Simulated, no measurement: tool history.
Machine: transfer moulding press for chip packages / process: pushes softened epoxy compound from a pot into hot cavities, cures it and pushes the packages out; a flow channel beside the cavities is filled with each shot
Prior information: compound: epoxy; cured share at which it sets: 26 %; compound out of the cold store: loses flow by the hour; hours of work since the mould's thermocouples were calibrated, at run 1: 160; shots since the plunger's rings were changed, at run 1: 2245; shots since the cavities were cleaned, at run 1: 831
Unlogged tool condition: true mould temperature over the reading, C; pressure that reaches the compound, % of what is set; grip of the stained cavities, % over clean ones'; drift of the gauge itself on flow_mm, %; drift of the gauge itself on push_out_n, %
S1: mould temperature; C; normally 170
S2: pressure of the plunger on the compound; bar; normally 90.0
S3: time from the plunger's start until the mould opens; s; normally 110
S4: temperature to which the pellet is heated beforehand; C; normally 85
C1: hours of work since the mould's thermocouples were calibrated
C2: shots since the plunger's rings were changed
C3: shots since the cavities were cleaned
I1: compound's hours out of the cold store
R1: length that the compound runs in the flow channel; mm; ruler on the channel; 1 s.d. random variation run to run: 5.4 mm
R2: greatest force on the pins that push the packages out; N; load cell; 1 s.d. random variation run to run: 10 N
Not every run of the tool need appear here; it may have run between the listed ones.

run,hour,S1,S2,S3,S4,C1,C2,C3,I1,R1,R2
1,0.0,170,90.0,110,85,160,2245,831,13.2,604,480
# hour 12.1: cavities cleaned with cleaning compound and waxed
2,38.2,170,90.0,110,85,187,2705,327,39.3,516,456
# hour 89.4: cavities cleaned with cleaning compound and waxed
3,111.3,170,76.2,110,85,240,3602,275,17.3,555,479
# hour 130.6: plunger's sealing rings changed
4,160.3,170,76.2,110,85,274,373,858,38.7,489,481
# hour 168.9: cavities cleaned with cleaning compound and waxed
5,206.5,170,76.2,110,85,307,933,472,10.3,568,492
# hour 237.1: mould's thermocouples calibrated
6,245.5,168,90.0,110,85,6,1396,935,20.9,573,537
# hour 250.5: cavities cleaned with cleaning compound and waxed
# hour 330.6: cavities cleaned with cleaning compound and waxed
7,330.6,170,89.5,110,85,67,2426,0,24.1,572,458
# hour 409.3: cavities cleaned with cleaning compound and waxed
8,412.9,170,89.5,110,85,126,3438,44,10.7,612,478
# hour 444.8: plunger's sealing rings changed
9,459.0,170,104.3,110,85,159,178,590,15.0,638,488
# hour 491.2: cavities cleaned with cleaning compound and waxed
10,502.6,170,104.3,110,85,190,706,142,30.9,595,460
# hour 568.4: cavities cleaned with cleaning compound and waxed
11,568.4,170,90.0,110,85,237,1513,0,31.8,552,467
12,629.1,170,90.0,110,85,282,2273,760,41.2,535,450
# hour 647.1: cavities cleaned with cleaning compound and waxed
# hour 696.9: mould's thermocouples calibrated
13,714.5,170,90.0,110,85,13,3299,819,45.1,512,452
# hour 730.7: cavities cleaned with cleaning compound and waxed
# hour 756.2: plunger's sealing rings changed
14,775.2,170,85.2,110,85,55,238,527,8.6,600,497
# hour 811.1: cavities cleaned with cleaning compound and waxed
15,831.0,170,85.2,103,85,95,919,250,16.4,578,532
# hour 894.3: cavities cleaned with cleaning compound and waxed
16,906.0,170,70.6,124,85,149,1840,147,12.5,538,408
17,953.2,164,102.2,110,85,184,2431,738,11.2,667,750
# hour 971.4: cavities cleaned with cleaning compound and waxed
18,1027.6,164,102.2,110,85,238,3345,705,14.0,649,729
# hour 1048.9: cavities cleaned with cleaning compound and waxed
# hour 1065.5: plunger's sealing rings changed
19,1088.3,166,107.0,97,75,280,286,463,25.4,620,813
20,1123.9,177,87.2,130,90,306,731,908,18.6,561,389
# hour 1130.3: cavities cleaned with cleaning compound and waxed
# hour 1162.1: mould's thermocouples calibrated
21,1176.9,164,90.0,123,89,11,1352,559,46.1,522,528
# hour 1212.3: cavities cleaned with cleaning compound and waxed
22,1245.4,175,77.6,96,81,60,2192,415,32.2,493,467
# hour 1289.4: cavities cleaned with cleaning compound and waxed
23,1291.5,175,77.6,96,81,93,2751,26,19.4,527,452
# hour 1367.1: cavities cleaned with cleaning compound and waxed
24,1368.5,170,72.3,110,82,149,3697,18,32.9,485,475
# hour 1375.3: plunger's sealing rings changed
25,1414.3,171,90.0,110,85,181,489,561,10.3,609,454
# hour 1448.4: cavities cleaned with cleaning compound and waxed
26,1450.2,172,83.9,147,81,206,920,23,23.0,553,375
27,1496.1,175,80.3,108,85,240,1495,598,46.9,484,399

Forecast each of these 3 alternatives for the next run:
# hour 1525.2: cavities cleaned with cleaning compound and waxed
A,1539.8,165,92.5,110,90,271,2024,183,38.7,?,?
# hour 1525.2: cavities cleaned with cleaning compound and waxed
B,1539.8,175,80.3,108,89,271,2024,183,16.5,?,?
# hour 1525.2: cavities cleaned with cleaning compound and waxed
C,1539.8,165,76.4,108,76,271,2024,183,11.2,?,?

run,R1,R2
A,542,628
B,550,407
C,570,723
Take away the tool's hidden state, keep each run's random variation, and the runs would have read:
run,R1,R2
A,542,626
B,550,406
C,571,721
